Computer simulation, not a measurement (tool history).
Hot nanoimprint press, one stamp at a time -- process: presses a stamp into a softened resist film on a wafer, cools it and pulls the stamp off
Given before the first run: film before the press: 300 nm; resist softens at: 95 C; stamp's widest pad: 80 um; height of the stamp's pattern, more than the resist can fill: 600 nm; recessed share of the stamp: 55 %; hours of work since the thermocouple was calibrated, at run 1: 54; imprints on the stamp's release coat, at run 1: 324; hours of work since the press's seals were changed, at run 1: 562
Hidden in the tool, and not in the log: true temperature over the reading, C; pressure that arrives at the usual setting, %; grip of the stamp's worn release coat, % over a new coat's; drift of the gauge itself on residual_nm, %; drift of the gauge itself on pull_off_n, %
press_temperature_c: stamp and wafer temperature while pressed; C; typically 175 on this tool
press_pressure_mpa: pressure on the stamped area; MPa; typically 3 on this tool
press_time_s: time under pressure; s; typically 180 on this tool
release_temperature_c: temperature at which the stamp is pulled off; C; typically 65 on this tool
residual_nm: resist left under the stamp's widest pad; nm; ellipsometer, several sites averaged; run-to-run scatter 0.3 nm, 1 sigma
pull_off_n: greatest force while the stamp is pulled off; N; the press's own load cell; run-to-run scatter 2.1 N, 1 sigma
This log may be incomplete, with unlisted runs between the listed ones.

| run | hour | press_temperature_c | press_pressure_mpa | press_time_s | release_temperature_c | hours of work since the thermocouple was calibrated | imprints on the stamp's release coat | hours of work since the press's seals were changed | residual_nm | pull_off_n |
|---|---|---|---|---|---|---|---|---|---|---|
| 1 | 0 | 175 | 3 | 180 | 65 | 54 | 324 | 562 | 179.6 | 174 |
|  | 10.9 | press's hydraulic seals changed and the load cell set to zero |
| 2 | 72.1 | 175 | 3 | 180 | 65 | 84 | 499 | 28 | 177.5 | 180 |
| 3 | 132.2 | 175 | 3.51 | 180 | 65 | 111 | 663 | 56 | 167.3 | 186 |
|  | 165.7 | stamp cleaned and given a new release coat |
| 4 | 192.6 | 175 | 3.51 | 180 | 65 | 136 | 74 | 81 | 167.2 | 161 |
| 5 | 250.7 | 175 | 3.51 | 180 | 65 | 163 | 232 | 107 | 166.3 | 165 |
| 6 | 298.8 | 175 | 3.51 | 180 | 65 | 185 | 364 | 129 | 166.5 | 171 |
| 7 | 342 | 175 | 3.51 | 180 | 65 | 205 | 482 | 149 | 166.4 | 177 |
| 8 | 394.9 | 175 | 3 | 180 | 65 | 229 | 626 | 173 | 175.6 | 182 |
| 9 | 421.5 | 175 | 3 | 180 | 65 | 241 | 699 | 186 | 176.2 | 187 |
|  | 444.7 | stamp cleaned and given a new release coat |
| 10 | 477.9 | 175 | 3 | 180 | 65 | 264 | 91 | 209 | 176.3 | 161 |
| 11 | 504.8 | 175 | 3 | 180 | 65 | 277 | 164 | 221 | 175.4 | 166 |
| 12 | 531.4 | 175 | 3 | 180 | 65 | 289 | 237 | 233 | 175.5 | 166 |
| 13 | 558.7 | 164 | 3 | 180 | 65 | 302 | 312 | 246 | 236.1 | 170 |
| 14 | 617.4 | 175 | 3 | 180 | 65 | 328 | 472 | 273 | 174.9 | 181 |
| 15 | 647.5 | 175 | 3 | 180 | 65 | 342 | 554 | 287 | 175 | 175 |
| 16 | 698.9 | 175 | 3 | 180 | 65 | 366 | 695 | 310 | 174.7 | 180 |
|  | 720.2 | stamp cleaned and given a new release coat |
| 17 | 753.3 | 168 | 3.19 | 335 | 55 | 388 | 90 | 332 | 176.1 | 179 |
|  | 760.5 | plate thermocouple calibrated |
| 18 | 820.2 | 175 | 3.44 | 158 | 65 | 27 | 265 | 362 | 172 | 163 |
| 19 | 879.9 | 186 | 1.84 | 180 | 65 | 55 | 428 | 389 | 147.4 | 174 |
|  | 914.1 | plate thermocouple calibrated, once more |
| 20 | 937.5 | 186 | 1.84 | 180 | 58 | 11 | 577 | 414 | 154.1 | 200 |
| 21 | 985.5 | 186 | 1.84 | 145 | 58 | 33 | 708 | 436 | 165.9 | 202 |
|  | 1004.7 | stamp cleaned and given a new release coat |
| 22 | 1043.8 | 175 | 2.64 | 180 | 62 | 57 | 107 | 460 | 188.5 | 166 |
| 23 | 1092.7 | 174 | 3 | 150 | 60 | 79 | 241 | 483 | 195.7 | 182 |
| 24 | 1153.3 | 170 | 4.23 | 150 | 65 | 107 | 406 | 510 | 197.8 | 174 |
| 25 | 1193.8 | 175 | 3 | 175 | 65 | 126 | 517 | 529 | 181 | 181 |
| 26 | 1232.8 | 175 | 3 | 175 | 65 | 143 | 624 | 547 | 181.3 | 180 |
|  | 1278 | press's hydraulic seals changed and the load cell set to zero |
|  | 1287.5 | stamp cleaned and given a new release coat |
| 27 | 1292.2 | 170 | 1.9 | 249 | 67 | 164 | 13 | 4 | 215.3 | 154 |
| 28 | 1340.9 | 184 | 3 | 180 | 65 | 187 | 146 | 26 | 131.2 | 164 |
| 29 | 1384.3 | 177 | 3.54 | 180 | 70 | 207 | 264 | 46 | 155.2 | 161 |
| 30 | 1410.9 | 177 | 3.54 | 180 | 70 | 219 | 337 | 58 | 155.1 | 163 |

How the hidden state differs across the entries between the runs, from the last listed run before each to the first after it:
Between runs 1 and 2: press's hydraulic seals changed and the load cell set to zero (hour 10.9)
  true temperature over the reading, C: 0.11 -> 0.18; pressure that arrives at the usual setting, %: 97.1 -> 99.43; grip of the stamp's worn release coat, % over a new coat's: 8.4 -> 13
  measured value less the no-hidden-state value, residual_nm: +1.2 -> -0.6 nm; pull_off_n: +13 -> +21 N
Between runs 3 and 4: stamp cleaned and given a new release coat (hour 165.7)
  true temperature over the reading, C: 0.24 -> 0.3; pressure that arrives at the usual setting, %: 99.3 -> 99.18; grip of the stamp's worn release coat, % over a new coat's: 17.4 -> 1.9
  measured value less the no-hidden-state value, residual_nm: -0.8 -> -1 nm; pull_off_n: +27 -> +3 N
Between runs 9 and 10: stamp cleaned and given a new release coat (hour 444.7)
  true temperature over the reading, C: 0.53 -> 0.59; pressure that arrives at the usual setting, %: 98.67 -> 98.56; grip of the stamp's worn release coat, % over a new coat's: 18.4 -> 2.3
  measured value less the no-hidden-state value, residual_nm: -2.1 -> -2.3 nm; pull_off_n: +28 -> +2 N
Between runs 16 and 17: stamp cleaned and given a new release coat (hour 720.2)
  true temperature over the reading, C: 0.81 -> 0.86; pressure that arrives at the usual setting, %: 98.08 -> 97.98; grip of the stamp's worn release coat, % over a new coat's: 18.3 -> 2.3
  measured value less the no-hidden-state value, residual_nm: -3.3 -> -3.9 nm; pull_off_n: +26 -> +3 N
Between runs 17 and 18: plate thermocouple calibrated (hour 760.5)
  true temperature over the reading, C: 0.86 -> 1.19; pressure that arrives at the usual setting, %: 97.98 -> 97.84; grip of the stamp's worn release coat, % over a new coat's: 2.3 -> 6.9
  measured value less the no-hidden-state value, residual_nm: -3.9 -> -5 nm; pull_off_n: +3 -> +8 N
Between runs 19 and 20: plate thermocouple calibrated, once more (hour 914.1)
  true temperature over the reading, C: 1.25 -> -0.19; pressure that arrives at the usual setting, %: 97.72 -> 97.61; grip of the stamp's worn release coat, % over a new coat's: 11.1 -> 15.1
  measured value less the no-hidden-state value, residual_nm: -4.9 -> +1.8 nm; pull_off_n: +15 -> +26 N
Between runs 21 and 22: stamp cleaned and given a new release coat (hour 1004.7)
  true temperature over the reading, C: -0.14 -> -0.09; pressure that arrives at the usual setting, %: 97.5 -> 97.38; grip of the stamp's worn release coat, % over a new coat's: 18.6 -> 2.7
  measured value less the no-hidden-state value, residual_nm: +1.7 -> +2 nm; pull_off_n: +32 -> +4 N
Between runs 26 and 27: press's hydraulic seals changed and the load cell set to zero (hour 1278); stamp cleaned and given a new release coat (hour 1287.5)
  true temperature over the reading, C: 0.11 -> 0.16; pressure that arrives at the usual setting, %: 96.97 -> 100.11; grip of the stamp's worn release coat, % over a new coat's: 16.3 -> 0.3
  measured value less the no-hidden-state value, residual_nm: +1.4 -> -0.9 nm; pull_off_n: +26 -> +0 N

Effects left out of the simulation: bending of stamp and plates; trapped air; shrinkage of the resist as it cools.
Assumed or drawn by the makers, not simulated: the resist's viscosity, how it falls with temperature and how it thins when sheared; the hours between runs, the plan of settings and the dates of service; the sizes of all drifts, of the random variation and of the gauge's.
